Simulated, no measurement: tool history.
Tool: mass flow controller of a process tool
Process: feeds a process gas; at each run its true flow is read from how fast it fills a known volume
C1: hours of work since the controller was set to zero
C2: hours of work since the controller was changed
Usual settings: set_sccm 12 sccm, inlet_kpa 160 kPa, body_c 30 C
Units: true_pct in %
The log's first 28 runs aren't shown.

{"run": 29, "day": 328.583, "set_sccm": 2, "inlet_kpa": 173, "body_c": 21, "C1": 540, "C2": 6669, "true_pct": 77.02}
{"run": 30, "day": 335.746, "set_sccm": 14, "inlet_kpa": 158, "body_c": 24, "C1": 636, "C2": 6764, "true_pct": 94.06}
{"run": 31, "day": 349.167, "set_sccm": 14, "inlet_kpa": 158, "body_c": 24, "C1": 815, "C2": 6943, "true_pct": 93.87}
{"run": 32, "day": 360.662, "set_sccm": 5, "inlet_kpa": 274, "body_c": 23, "C1": 968, "C2": 7096, "true_pct": 88.0}
{"run": 33, "day": 371.862, "set_sccm": 5, "inlet_kpa": 274, "body_c": 23, "C1": 1117, "C2": 7245, "true_pct": 87.74}
{"day": 376.958, "done": "controller's zero set anew, once more"}
{"run": 34, "day": 383.483, "set_sccm": 6, "inlet_kpa": 235, "body_c": 39, "C1": 87, "C2": 7400, "true_pct": 93.72}
{"run": 35, "day": 396.658, "set_sccm": 11, "inlet_kpa": 160, "body_c": 21, "C1": 262, "C2": 7575, "true_pct": 96.04}
{"run": 36, "day": 410.925, "set_sccm": 7, "inlet_kpa": 141, "body_c": 25, "C1": 452, "C2": 7765, "true_pct": 95.05}
{"run": 37, "day": 425.45, "set_sccm": 7, "inlet_kpa": 141, "body_c": 25, "C1": 646, "C2": 7958, "true_pct": 94.68}
{"run": 38, "day": 437.629, "set_sccm": 13, "inlet_kpa": 251, "body_c": 22, "C1": 808, "C2": 8121, "true_pct": 96.11}
{"run": 39, "day": 453.546, "set_sccm": 13, "inlet_kpa": 251, "body_c": 22, "C1": 1020, "C2": 8332, "true_pct": 95.82}
{"run": 40, "day": 470.046, "set_sccm": 13, "inlet_kpa": 251, "body_c": 22, "C1": 1239, "C2": 8552, "true_pct": 95.69}
{"run": 41, "day": 486.029, "set_sccm": 5, "inlet_kpa": 210, "body_c": 33, "C1": 1452, "C2": 8765, "true_pct": 92.37}
{"run": 42, "day": 495.525, "set_sccm": 10, "inlet_kpa": 177, "body_c": 30, "C1": 1579, "C2": 8891, "true_pct": 93.95}
{"run": 43, "day": 505.512, "set_sccm": 4, "inlet_kpa": 153, "body_c": 25, "C1": 1712, "C2": 9024, "true_pct": 92.3}

4 ways to go on from here, each from the tool as it stands after run 43. What would each give?
{"run": "A", "day": 513.038, "set_sccm": 3, "inlet_kpa": 160, "body_c": 30, "C1": 1812, "C2": 9125, "true_pct": "?"}
{"run": "B", "day": 513.038, "set_sccm": 3, "inlet_kpa": 152, "body_c": 29, "C1": 1812, "C2": 9125, "true_pct": "?"}
{"run": "C", "day": 513.038, "set_sccm": 3, "inlet_kpa": 153, "body_c": 27, "C1": 1812, "C2": 9125, "true_pct": "?"}
{"run": "D", "day": 513.038, "set_sccm": 5, "inlet_kpa": 208, "body_c": 25, "C1": 1812, "C2": 9125, "true_pct": "?"}

run=A true_pct=90.77
run=B true_pct=90.78
run=C true_pct=91.02
run=D true_pct=92.90
Without the tool's hidden state the same runs would have given:
run=A true_pct=97.51
run=B true_pct=97.52
run=C true_pct=97.75
run=D true_pct=98.38

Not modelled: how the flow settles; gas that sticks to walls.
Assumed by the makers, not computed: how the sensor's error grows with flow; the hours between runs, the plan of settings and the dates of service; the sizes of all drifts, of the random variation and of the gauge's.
